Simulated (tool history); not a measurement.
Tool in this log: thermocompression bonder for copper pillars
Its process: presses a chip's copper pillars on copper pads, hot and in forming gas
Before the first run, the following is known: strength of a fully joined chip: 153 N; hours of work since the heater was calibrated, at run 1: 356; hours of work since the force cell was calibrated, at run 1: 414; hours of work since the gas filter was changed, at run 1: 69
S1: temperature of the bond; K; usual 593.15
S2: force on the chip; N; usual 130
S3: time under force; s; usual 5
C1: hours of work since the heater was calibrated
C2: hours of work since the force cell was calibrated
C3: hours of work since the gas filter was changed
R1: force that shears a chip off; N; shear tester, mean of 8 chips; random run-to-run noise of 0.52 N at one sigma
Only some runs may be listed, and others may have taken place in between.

run 1 hour=0 | S1=593.15 S2=130 S3=5 | C1=356 C2=414 C3=69 | R1=66.4
run 2 hour=11.7 | S1=593.15 S2=130 S3=5 | C1=364 C2=422 C3=77 | R1=67
run 3 hour=27.2 | S1=593.15 S2=84 S3=5 | C1=374 C2=432 C3=88 | R1=46.3
run 4 hour=41.4 | S1=593.15 S2=84 S3=5 | C1=384 C2=442 C3=97 | R1=46.2
run 5 hour=52.8 | S1=593.15 S2=84 S3=5 | C1=391 C2=450 C3=105 | R1=47
run 6 hour=63.2 | S1=570.15 S2=130 S3=5 | C1=398 C2=457 C3=112 | R1=47.8
run 7 hour=72 | S1=570.15 S2=130 S3=5 | C1=404 C2=463 C3=118 | R1=48.9
run 8 hour=82.4 | S1=570.15 S2=130 S3=5 | C1=411 C2=469 C3=125 | R1=48.1
run 9 hour=97 | S1=570.15 S2=150 S3=5 | C1=421 C2=479 C3=134 | R1=54.4
run 10 hour=107.5 | S1=593.15 S2=130 S3=5 | C1=428 C2=486 C3=141 | R1=67.7
-- hour=110.4 force cell calibrated
run 11 hour=125.9 | S1=593.15 S2=130 S3=5 | C1=439 C2=10 C3=153 | R1=66.7
-- hour=138.4 force cell calibrated, once more
run 12 hour=143.8 | S1=593.15 S2=130 S3=5 | C1=450 C2=4 C3=164 | R1=68.3
run 13 hour=151.4 | S1=574.15 S2=130 S3=5 | C1=455 C2=9 C3=169 | R1=51.9
run 14 hour=165.8 | S1=581.15 S2=130 S3=6 | C1=465 C2=18 C3=178 | R1=62
run 15 hour=176.3 | S1=575.15 S2=170 S3=5 | C1=472 C2=25 C3=186 | R1=66.8
run 16 hour=191.2 | S1=576.15 S2=130 S3=5 | C1=482 C2=35 C3=195 | R1=54.3
run 17 hour=199.7 | S1=575.15 S2=115 S3=4 | C1=488 C2=41 C3=201 | R1=43.7
run 18 hour=211.7 | S1=593.15 S2=195 S3=5 | C1=496 C2=49 C3=209 | R1=91.4
-- hour=213 forming gas filter changed
run 19 hour=228.4 | S1=613.15 S2=104 S3=5 | C1=506 C2=60 C3=10 | R1=75.6
run 20 hour=243.8 | S1=592.15 S2=168 S3=10 | C1=517 C2=70 C3=21 | R1=101.3
run 21 hour=259.1 | S1=601.15 S2=167 S3=5 | C1=527 C2=81 C3=31 | R1=91.5

Here are 3 independent what-if runs from the current tool condition. What would each one return?
run A hour=267.5 | S1=596.15 S2=170 S3=7 | C1=533 C2=86 C3=36 | R1=?
run B hour=267.5 | S1=588.15 S2=156 S3=3 | C1=533 C2=86 C3=36 | R1=?
run C hour=267.5 | S1=593.15 S2=130 S3=3 | C1=533 C2=86 C3=36 | R1=?

run=A R1=97
run=B R1=62.8
run=C R1=57.7
Take away the tool's hidden state, keep each run's random variation, and the runs would have read:
run=A R1=90.1
run=B R1=56.9
run=C R1=52.2
